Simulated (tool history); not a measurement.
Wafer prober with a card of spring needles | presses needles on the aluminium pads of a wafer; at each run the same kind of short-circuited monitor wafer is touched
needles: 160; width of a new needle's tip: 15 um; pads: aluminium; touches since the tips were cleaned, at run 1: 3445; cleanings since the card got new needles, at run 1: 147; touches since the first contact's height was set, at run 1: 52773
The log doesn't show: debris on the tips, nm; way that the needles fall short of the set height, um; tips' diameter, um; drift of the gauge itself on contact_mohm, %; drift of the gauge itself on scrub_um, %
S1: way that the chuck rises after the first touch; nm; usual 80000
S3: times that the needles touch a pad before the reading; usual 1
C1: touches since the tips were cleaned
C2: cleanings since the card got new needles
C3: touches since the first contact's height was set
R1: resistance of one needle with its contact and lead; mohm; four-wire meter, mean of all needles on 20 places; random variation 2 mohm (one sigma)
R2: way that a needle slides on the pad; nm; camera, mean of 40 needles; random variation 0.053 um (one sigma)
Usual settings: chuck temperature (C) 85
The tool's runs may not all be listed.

{"run": 1, "hour": 0.0, "S1": 80000, "chuck temperature (C)": 85, "S3": 1, "C1": 3445, "C2": 147, "C3": 52773, "R1": 257, "R2": 19060}
{"hour": 6.2, "done": "tips cleaned on abrasive film"}
{"hour": 21.4, "done": "tips cleaned on abrasive film"}
{"hour": 33.7, "done": "tips cleaned on abrasive film"}
{"hour": 49.1, "done": "tips cleaned on abrasive film"}
{"run": 2, "hour": 54.2, "S1": 80000, "chuck temperature (C)": 85, "S3": 1, "C1": 2010, "C2": 151, "C3": 73964, "R1": 250, "R2": 18910}
{"hour": 63.4, "done": "tips cleaned on abrasive film"}
{"hour": 78.6, "done": "tips cleaned on abrasive film"}
{"hour": 90.9, "done": "tips cleaned on abrasive film"}
{"hour": 106.1, "done": "tips cleaned on abrasive film"}
{"run": 3, "hour": 108.1, "S1": 80000, "chuck temperature (C)": 35, "S3": 1, "C1": 793, "C2": 155, "C3": 95060, "R1": 220, "R2": 18860}
{"hour": 120.3, "done": "tips cleaned on abrasive film"}
{"hour": 135.6, "done": "tips cleaned on abrasive film"}
{"hour": 148.1, "done": "height of the first contact set anew"}
{"hour": 151.2, "done": "tips cleaned on abrasive film"}
{"hour": 166.5, "done": "tips cleaned on abrasive film"}
{"run": 4, "hour": 178.1, "S1": 80000, "chuck temperature (C)": 35, "S3": 1, "C1": 4559, "C2": 159, "C3": 11733, "R1": 255, "R2": 19280}
{"hour": 181.3, "done": "tips cleaned on abrasive film"}
{"hour": 196.5, "done": "tips cleaned on abrasive film"}
{"hour": 211.9, "done": "tips cleaned on abrasive film"}
{"hour": 224.2, "done": "tips cleaned on abrasive film"}
{"hour": 239.3, "done": "tips cleaned on abrasive film"}
{"run": 5, "hour": 248.7, "S1": 80000, "chuck temperature (C)": 85, "S3": 1, "C1": 3679, "C2": 164, "C3": 39356, "R1": 258, "R2": 19080}
{"hour": 251.9, "done": "tips cleaned on abrasive film"}
{"hour": 264.2, "done": "tips cleaned on abrasive film"}
{"hour": 279.3, "done": "tips cleaned on abrasive film"}
{"hour": 294.5, "done": "tips cleaned on abrasive film"}
{"hour": 307.2, "done": "tips cleaned on abrasive film"}
{"run": 6, "hour": 307.2, "S1": 80000, "chuck temperature (C)": 85, "S3": 1, "C1": 0, "C2": 169, "C3": 62212, "R1": 219, "R2": 19010}
{"hour": 322.5, "done": "tips cleaned on abrasive film"}
{"hour": 337.7, "done": "tips cleaned on abrasive film"}
{"hour": 353.1, "done": "tips cleaned on abrasive film"}
{"run": 7, "hour": 357.8, "S1": 80000, "chuck temperature (C)": 85, "S3": 1, "C1": 1853, "C2": 172, "C3": 82041, "R1": 246, "R2": 18920}
{"hour": 367.0, "done": "tips cleaned on abrasive film"}
{"hour": 379.3, "done": "tips cleaned on abrasive film"}
{"run": 8, "hour": 387.6, "S1": 80000, "chuck temperature (C)": 85, "S3": 1, "C1": 3262, "C2": 174, "C3": 93725, "R1": 257, "R2": 18890}
{"hour": 393.8, "done": "tips cleaned on abrasive film"}
{"hour": 406.1, "done": "tips cleaned on abrasive film"}
{"hour": 421.5, "done": "tips cleaned on abrasive film"}
{"hour": 430.8, "done": "height of the first contact set anew"}
{"hour": 437.0, "done": "tips cleaned on abrasive film"}
{"run": 9, "hour": 441.2, "S1": 80000, "chuck temperature (C)": 85, "S3": 1, "C1": 1676, "C2": 178, "C3": 4081, "R1": 241, "R2": 19190}
{"hour": 450.5, "done": "tips cleaned on abrasive film"}
{"hour": 465.8, "done": "tips cleaned on abrasive film"}
{"run": 10, "hour": 477.0, "S1": 77000, "chuck temperature (C)": 85, "S3": 1, "C1": 4400, "C2": 180, "C3": 18105, "R1": 270, "R2": 18420}
{"hour": 480.1, "done": "tips cleaned on abrasive film"}
{"hour": 495.5, "done": "tips cleaned on abrasive film"}
{"hour": 507.8, "done": "tips cleaned on abrasive film"}
{"hour": 523.0, "done": "tips cleaned on abrasive film"}
{"hour": 535.6, "done": "tips cleaned on abrasive film"}
{"run": 11, "hour": 535.6, "S1": 77000, "chuck temperature (C)": 85, "S3": 1, "C1": 0, "C2": 185, "C3": 41011, "R1": 227, "R2": 18380}
{"hour": 550.8, "done": "tips cleaned on abrasive film"}
{"hour": 566.1, "done": "tips cleaned on abrasive film"}
{"hour": 578.4, "done": "tips cleaned on abrasive film"}
{"hour": 593.7, "done": "tips cleaned on abrasive film"}
{"run": 12, "hour": 600.4, "S1": 80000, "chuck temperature (C)": 85, "S3": 3, "C1": 2631, "C2": 189, "C3": 66391, "R1": 233, "R2": 19000}
{"hour": 606.6, "done": "tips cleaned on abrasive film"}
{"hour": 618.9, "done": "tips cleaned on abrasive film"}
{"hour": 634.2, "done": "tips cleaned on abrasive film"}
{"hour": 649.6, "done": "tips cleaned on abrasive film"}
{"hour": 661.9, "done": "tips cleaned on abrasive film"}
{"run": 13, "hour": 663.6, "S1": 80000, "chuck temperature (C)": 85, "S3": 1, "C1": 696, "C2": 194, "C3": 91119, "R1": 233, "R2": 18840}
{"hour": 675.8, "done": "tips cleaned on abrasive film"}
{"hour": 691.1, "done": "tips cleaned on abrasive film"}
{"run": 14, "hour": 697.8, "S1": 80000, "chuck temperature (C)": 85, "S3": 1, "C1": 2654, "C2": 196, "C3": 104505, "R1": 251, "R2": 18780}
{"hour": 704.0, "done": "tips cleaned on abrasive film"}
{"hour": 713.5, "done": "height of the first contact set anew"}
{"hour": 716.6, "done": "tips cleaned on abrasive film"}
{"run": 15, "hour": 726.8, "S1": 80000, "chuck temperature (C)": 85, "S3": 1, "C1": 4028, "C2": 198, "C3": 5233, "R1": 261, "R2": 19220}
{"hour": 730.0, "done": "tips cleaned on abrasive film"}
{"hour": 745.2, "done": "tips cleaned on abrasive film"}
{"hour": 757.5, "done": "tips cleaned on abrasive film"}
{"run": 16, "hour": 759.9, "S1": 69000, "chuck temperature (C)": 75, "S3": 2, "C1": 938, "C2": 201, "C3": 18144, "R1": 236, "R2": 16480}
{"hour": 772.2, "done": "tips cleaned on abrasive film"}
{"hour": 787.6, "done": "tips cleaned on abrasive film"}
{"hour": 802.9, "done": "tips cleaned on abrasive film"}
{"hour": 818.3, "done": "tips cleaned on abrasive film"}
{"run": 17, "hour": 829.2, "S1": 69000, "chuck temperature (C)": 38, "S3": 1, "C1": 4290, "C2": 205, "C3": 45294, "R1": 287, "R2": 16340}
{"hour": 832.3, "done": "tips cleaned on abrasive film"}
{"hour": 844.6, "done": "tips cleaned on abrasive film"}
{"hour": 859.8, "done": "tips cleaned on abrasive film"}
{"hour": 875.1, "done": "tips cleaned on abrasive film"}
{"hour": 887.4, "done": "tips cleaned on abrasive film"}
{"run": 18, "hour": 899.4, "S1": 61000, "chuck temperature (C)": 48, "S3": 2, "C1": 4698, "C2": 210, "C3": 72759, "R1": 280, "R2": 14340}
{"hour": 902.5, "done": "tips cleaned on abrasive film"}
{"hour": 917.9, "done": "tips cleaned on abrasive film"}
{"hour": 933.2, "done": "tips cleaned on abrasive film"}
{"hour": 948.6, "done": "tips cleaned on abrasive film"}
{"run": 19, "hour": 953.8, "S1": 61000, "chuck temperature (C)": 48, "S3": 2, "C1": 2035, "C2": 214, "C3": 94045, "R1": 253, "R2": 14200}
{"hour": 963.0, "done": "tips cleaned on abrasive film"}
{"hour": 978.3, "done": "tips cleaned on abrasive film"}
{"run": 20, "hour": 983.9, "S1": 77000, "chuck temperature (C)": 55, "S3": 1, "C1": 2193, "C2": 216, "C3": 105826, "R1": 243, "R2": 17940}
{"hour": 993.1, "done": "tips cleaned on abrasive film"}
{"hour": 996.5, "done": "height of the first contact set anew"}
{"hour": 1008.8, "done": "tips cleaned on abrasive film"}
{"run": 21, "hour": 1017.6, "S1": 77000, "chuck temperature (C)": 55, "S3": 1, "C1": 3476, "C2": 218, "C3": 8288, "R1": 273, "R2": 18490}

Run 22 comes next. What will it give?
{"hour": 1023.8, "done": "tips cleaned on abrasive film"}
{"hour": 1039.0, "done": "tips cleaned on abrasive film"}
{"hour": 1054.3, "done": "tips cleaned on abrasive film"}
{"run": 22, "hour": 1061.4, "S1": 77000, "chuck temperature (C)": 85, "S3": 1, "C1": 2782, "C2": 221, "C3": 25438, "R1": "?", "R2": "?"}

{"run 22": {"R1": 263, "R2": 18450}}
Without the tool's hidden state the same run would have given R1 211 mohm, R2 18540 nm.

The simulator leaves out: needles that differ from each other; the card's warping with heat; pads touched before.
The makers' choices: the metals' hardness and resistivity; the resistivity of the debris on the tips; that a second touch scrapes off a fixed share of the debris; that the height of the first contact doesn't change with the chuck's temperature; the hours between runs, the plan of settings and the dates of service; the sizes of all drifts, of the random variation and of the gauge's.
